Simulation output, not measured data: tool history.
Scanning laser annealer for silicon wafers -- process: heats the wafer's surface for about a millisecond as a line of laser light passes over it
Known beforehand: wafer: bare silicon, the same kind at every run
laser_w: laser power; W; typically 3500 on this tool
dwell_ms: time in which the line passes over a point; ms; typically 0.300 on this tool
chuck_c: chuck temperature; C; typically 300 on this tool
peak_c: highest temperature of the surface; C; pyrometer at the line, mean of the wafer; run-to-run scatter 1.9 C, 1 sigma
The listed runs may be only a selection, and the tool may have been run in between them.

run,hour,laser_w,dwell_ms,chuck_c,peak_c
1,0.0,3500,0.300,300,1099
2,19.6,3500,0.300,265,1064
3,62.5,3612,0.300,265,1097
4,99.6,3500,0.300,300,1093
5,140.4,3500,0.300,300,1095
6,168.5,3500,0.300,300,1092
7,206.2,3500,0.300,300,1092
8,241.5,3500,0.300,300,1086
9,283.7,3500,0.300,300,1087
10,323.2,3500,0.300,300,1088
11,357.6,3500,0.300,300,1087
12,383.1,3500,0.300,300,1089
# hour 387.9: window over the wafer cleaned
13,426.6,3500,0.300,300,1075
14,462.1,3500,0.325,300,1106
15,499.7,3500,0.325,300,1107
16,529.4,3500,0.300,269,1038
# hour 543.5: window over the wafer cleaned, once more
17,573.2,3500,0.300,269,1073
18,616.9,3717,0.254,300,1090
19,647.5,3417,0.216,268,911
20,686.8,3417,0.216,268,911
21,711.1,3417,0.216,268,907
22,744.1,3021,0.211,300,837
23,779.6,3021,0.211,300,836
24,816.5,3553,0.237,287,997
25,836.1,3500,0.300,269,1067
26,854.6,3806,0.300,279,1167
# hour 874.7: optics aligned, line set to its width
27,895.4,3806,0.300,279,1177
28,930.6,3124,0.358,303,1069
29,972.2,3124,0.358,303,1072
30,1015.0,3124,0.358,303,1072
31,1053.2,3546,0.341,300,1180

Each row is a separate what-if for the run after 31, all from the same tool condition, not one after another. Results?
A,1082.5,3300,0.253,300,?
B,1082.5,3447,0.300,332,?
C,1082.5,3502,0.341,320,?
D,1082.5,3500,0.300,270,?

run,peak_c
A,970
B,1115
C,1181
D,1069
The same runs, with their run-to-run variation unchanged, on a tool lacking any hidden condition would have given:
run,peak_c
A,983
B,1130
C,1198
D,1085
